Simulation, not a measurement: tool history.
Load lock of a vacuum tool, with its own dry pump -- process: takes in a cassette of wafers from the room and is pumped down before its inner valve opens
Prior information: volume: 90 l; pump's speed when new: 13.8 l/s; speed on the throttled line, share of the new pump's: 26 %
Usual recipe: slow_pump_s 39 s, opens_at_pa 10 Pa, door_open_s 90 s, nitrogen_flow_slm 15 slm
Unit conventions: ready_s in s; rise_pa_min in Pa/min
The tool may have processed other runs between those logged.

run,hour,slow_pump_s,opens_at_pa,door_open_s,nitrogen_flow_slm,"incoming humidity of the room's air, %",ready_s,rise_pa_min
1,0,39,10,90,15,44.9,99.9,0.058
2,271.1,39,10,90,31,49.6,98.6,0.05
3,561,39,10,90,31,46,98.9,0.054
4,836.1,39,10,90,31,46.1,98.7,0.056
5,993.8,39,10,90,15,44.4,99.5,0.06
6,1253.9,39,10,90,15,46.9,100.3,0.074
7,1546.1,39,10,90,15,45.6,99.4,0.066
8,1671.6,39,10,90,15,43.4,101.3,0.065
9,1807.1,26,10,90,15,47.5,91.9,0.069
10,2081.2,39,19,90,15,41.7,95.3,0.068
# hour 2248.5: dry pump taken out, an overhauled one fitted
11,2358.6,39,10,90,15,43.6,88.8,0.063
12,2515.8,39,10,90,15,43.8,88.4,0.063
13,2798.9,30,10,39,15,43.6,81.9,0.068
14,3004.1,69,10,48,20,47.2,111.9,0.069
15,3281.8,69,10,48,20,45.5,110.9,0.069
16,3476.5,69,10,48,20,46.5,112.3,0.07
17,3597,69,10,48,20,47,110.8,0.076
18,3766.1,39,14,146,15,43.8,86.7,0.086
19,3969.5,39,10,146,15,46,89.1,0.088
20,4135.5,24,10,146,34,39.5,79.2,0.075
21,4369.1,70,8,90,15,44.2,113,0.089
22,4506.3,70,8,90,15,43.9,112.7,0.083

Branching from run 22: 3 alternative next runs. What would each branch give?
A,4692.2,70,7,219,5,46.4,?,?
B,4692.2,39,14,221,18,45.1,?,?
C,4692.2,32,10,77,15,45.6,?,?

run,ready_s,rise_pa_min
A,115.7,0.115
B,87.3,0.087
C,84.9,0.081
Without the tool's unlogged condition, the same runs would have read:
run,ready_s,rise_pa_min
A,115.5,0.05
B,87.1,0.022
C,84.6,0.016
